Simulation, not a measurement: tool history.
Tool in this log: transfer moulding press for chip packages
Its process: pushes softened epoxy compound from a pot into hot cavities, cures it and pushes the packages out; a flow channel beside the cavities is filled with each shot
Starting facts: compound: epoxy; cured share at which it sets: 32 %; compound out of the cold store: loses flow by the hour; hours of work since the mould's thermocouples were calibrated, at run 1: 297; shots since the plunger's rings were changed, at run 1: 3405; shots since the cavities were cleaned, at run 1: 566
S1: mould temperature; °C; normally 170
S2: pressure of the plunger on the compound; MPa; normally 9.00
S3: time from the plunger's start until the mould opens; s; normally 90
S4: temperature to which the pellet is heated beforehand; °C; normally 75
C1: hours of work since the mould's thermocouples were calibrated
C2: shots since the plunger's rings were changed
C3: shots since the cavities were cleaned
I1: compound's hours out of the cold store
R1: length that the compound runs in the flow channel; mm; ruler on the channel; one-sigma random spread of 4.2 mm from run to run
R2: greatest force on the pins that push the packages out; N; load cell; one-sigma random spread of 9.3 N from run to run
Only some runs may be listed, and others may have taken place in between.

run	hour	S1	S2	S3	S4	C1	C2	C3	I1	R1	R2
1	0.0	170	9.00	90	75	297	3405	566	23.0	664	611
# hour 8.4: cavities cleaned with cleaning compound and waxed
# hour 53.2: cavities cleaned with cleaning compound and waxed
# hour 86.2: plunger's sealing rings changed
2	91.2	170	9.00	89	75	360	73	522	24.6	698	607
# hour 97.0: cavities cleaned with cleaning compound and waxed
3	134.3	170	9.00	89	75	390	686	549	34.0	668	605
# hour 143.4: cavities cleaned with cleaning compound and waxed
# hour 184.2: cavities cleaned with cleaning compound and waxed
4	184.2	170	9.75	89	75	425	1376	0	25.7	704	438
# hour 230.2: cavities cleaned with cleaning compound and waxed
# hour 273.7: cavities cleaned with cleaning compound and waxed
5	273.8	170	9.75	89	75	488	2650	1	19.9	701	442
# hour 318.0: cavities cleaned with cleaning compound and waxed
6	330.1	170	9.00	90	69	528	3457	178	35.8	643	493
# hour 361.8: cavities cleaned with cleaning compound and waxed
# hour 402.3: cavities cleaned with cleaning compound and waxed
# hour 412.2: plunger's sealing rings changed
7	412.2	170	9.00	90	69	585	0	109	26.5	687	476
# hour 445.2: cavities cleaned with cleaning compound and waxed
# hour 491.0: cavities cleaned with cleaning compound and waxed
8	495.6	165	7.64	90	79	644	1183	68	43.4	596	520
# hour 531.5: cavities cleaned with cleaning compound and waxed
# hour 574.0: cavities cleaned with cleaning compound and waxed
9	578.2	173	6.81	105	82	702	2355	62	18.1	591	420
# hour 616.1: cavities cleaned with cleaning compound and waxed
10	628.8	166	7.40	97	71	738	3077	186	9.6	645	548
# hour 657.8: cavities cleaned with cleaning compound and waxed
# hour 698.0: cavities cleaned with cleaning compound and waxed
11	713.3	166	7.37	70	71	798	4277	225	23.0	606	1030
# hour 742.2: plunger's sealing rings changed
# hour 743.7: cavities cleaned with cleaning compound and waxed
12	775.9	166	7.37	70	71	841	474	474	27.0	628	1112

Forecast each of these 3 alternatives for the next run:
# hour 788.6: cavities cleaned with cleaning compound and waxed
A	815.7	170	10.73	118	75	869	1038	399	43.4	?	?
# hour 788.6: cavities cleaned with cleaning compound and waxed
B	815.7	178	9.00	90	82	869	1038	399	47.0	?	?
# hour 788.6: cavities cleaned with cleaning compound and waxed
C	815.7	170	10.91	90	70	869	1038	399	17.3	?	?

run	R1	R2
A	704	506
B	621	497
C	772	564
With no hidden state in the tool, these same runs would have given:
run	R1	R2
A	715	379
B	631	373
C	784	429
